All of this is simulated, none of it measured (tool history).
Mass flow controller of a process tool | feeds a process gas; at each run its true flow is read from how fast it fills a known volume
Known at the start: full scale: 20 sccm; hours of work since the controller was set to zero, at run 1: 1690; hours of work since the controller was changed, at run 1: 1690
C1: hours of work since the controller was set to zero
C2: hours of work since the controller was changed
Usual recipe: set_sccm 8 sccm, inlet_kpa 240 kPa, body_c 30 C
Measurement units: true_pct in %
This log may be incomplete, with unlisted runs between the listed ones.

run 1 hour=0.0 | set_sccm=8 inlet_kpa=240 body_c=30 | C1=1690 C2=1690 | true_pct=99.55
run 2 hour=77.6 | set_sccm=8 inlet_kpa=240 body_c=30 | C1=1748 C2=1748 | true_pct=99.59
run 3 hour=154.9 | set_sccm=8 inlet_kpa=240 body_c=29 | C1=1806 C2=1806 | true_pct=99.62
run 4 hour=201.4 | set_sccm=8 inlet_kpa=240 body_c=29 | C1=1841 C2=1841 | true_pct=99.49
run 5 hour=238.4 | set_sccm=8 inlet_kpa=240 body_c=29 | C1=1869 C2=1869 | true_pct=99.61
run 6 hour=285.1 | set_sccm=8 inlet_kpa=240 body_c=29 | C1=1904 C2=1904 | true_pct=99.47
run 7 hour=374.8 | set_sccm=8 inlet_kpa=240 body_c=27 | C1=1971 C2=1971 | true_pct=99.45
run 8 hour=457.7 | set_sccm=8 inlet_kpa=240 body_c=27 | C1=2033 C2=2033 | true_pct=99.36
run 9 hour=503.1 | set_sccm=8 inlet_kpa=240 body_c=27 | C1=2067 C2=2067 | true_pct=99.46
run 10 hour=572.2 | set_sccm=8 inlet_kpa=240 body_c=27 | C1=2119 C2=2119 | true_pct=99.41
run 11 hour=656.8 | set_sccm=8 inlet_kpa=240 body_c=27 | C1=2182 C2=2182 | true_pct=99.41
run 12 hour=699.5 | set_sccm=8 inlet_kpa=240 body_c=27 | C1=2214 C2=2214 | true_pct=99.37
run 13 hour=779.4 | set_sccm=8 inlet_kpa=240 body_c=27 | C1=2274 C2=2274 | true_pct=99.34
run 14 hour=825.7 | set_sccm=8 inlet_kpa=240 body_c=27 | C1=2309 C2=2309 | true_pct=99.46

For run 15, what comes out?
run 15 hour=875.5 | set_sccm=8 inlet_kpa=240 body_c=27 | C1=2346 C2=2346 | true_pct=?

Run 15 produced true_pct 99.52 %.
Had the tool carried no hidden state, the very same run would have given true_pct 99.79 %.
